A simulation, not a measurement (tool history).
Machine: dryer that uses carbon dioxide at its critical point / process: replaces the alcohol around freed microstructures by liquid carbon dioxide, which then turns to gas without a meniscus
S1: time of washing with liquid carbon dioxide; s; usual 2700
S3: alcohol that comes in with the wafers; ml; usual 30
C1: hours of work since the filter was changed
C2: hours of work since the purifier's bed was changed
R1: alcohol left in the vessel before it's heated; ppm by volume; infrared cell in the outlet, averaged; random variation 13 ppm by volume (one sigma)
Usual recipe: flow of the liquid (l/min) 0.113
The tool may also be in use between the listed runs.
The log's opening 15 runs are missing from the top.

run 16 hour=533.3 | S1=2700 flow_of_the_liquid_(l/min)=0.113 S3=30 | C1=63 C2=107 | R1=925
run 17 hour=573.5 | S1=2700 flow_of_the_liquid_(l/min)=0.113 S3=30 | C1=92 C2=136 | R1=1026
run 18 hour=597.6 | S1=2700 flow_of_the_liquid_(l/min)=0.113 S3=30 | C1=110 C2=154 | R1=1037
run 19 hour=638.4 | S1=2700 flow_of_the_liquid_(l/min)=0.113 S3=34 | C1=139 C2=183 | R1=1285
run 20 hour=690.2 | S1=2700 flow_of_the_liquid_(l/min)=0.113 S3=34 | C1=177 C2=221 | R1=1408
-- hour=696.4 inlet filter changed
run 21 hour=721 | S1=2700 flow_of_the_liquid_(l/min)=0.113 S3=34 | C1=18 C2=242 | R1=990
run 22 hour=742.3 | S1=1740 flow_of_the_liquid_(l/min)=0.113 S3=102 | C1=33 C2=258 | R1=10690
run 23 hour=786 | S1=1740 flow_of_the_liquid_(l/min)=0.079 S3=102 | C1=65 C2=290 | R1=22090
run 24 hour=821.2 | S1=2700 flow_of_the_liquid_(l/min)=0.125 S3=73 | C1=90 C2=315 | R1=1665
run 25 hour=849 | S1=2700 flow_of_the_liquid_(l/min)=0.125 S3=73 | C1=111 C2=335 | R1=1761
run 26 hour=894.5 | S1=2700 flow_of_the_liquid_(l/min)=0.125 S3=73 | C1=144 C2=368 | R1=1958
run 27 hour=921.8 | S1=2700 flow_of_the_liquid_(l/min)=0.125 S3=73 | C1=163 C2=388 | R1=2066
-- hour=950.1 inlet filter changed
run 28 hour=968.7 | S1=2580 flow_of_the_liquid_(l/min)=0.189 S3=30 | C1=13 C2=421 | R1=131
run 29 hour=1019.8 | S1=2100 flow_of_the_liquid_(l/min)=0.129 S3=34 | C1=51 C2=458 | R1=1499

Run 30 comes next. What will it give?
run 30 hour=1056.1 | S1=2100 flow_of_the_liquid_(l/min)=0.078 S3=34 | C1=77 C2=485 | R1=?

Run 30 measured R1 5806 ppm by volume.
Without the tool's hidden state the same run would have given R1 5136 ppm by volume.

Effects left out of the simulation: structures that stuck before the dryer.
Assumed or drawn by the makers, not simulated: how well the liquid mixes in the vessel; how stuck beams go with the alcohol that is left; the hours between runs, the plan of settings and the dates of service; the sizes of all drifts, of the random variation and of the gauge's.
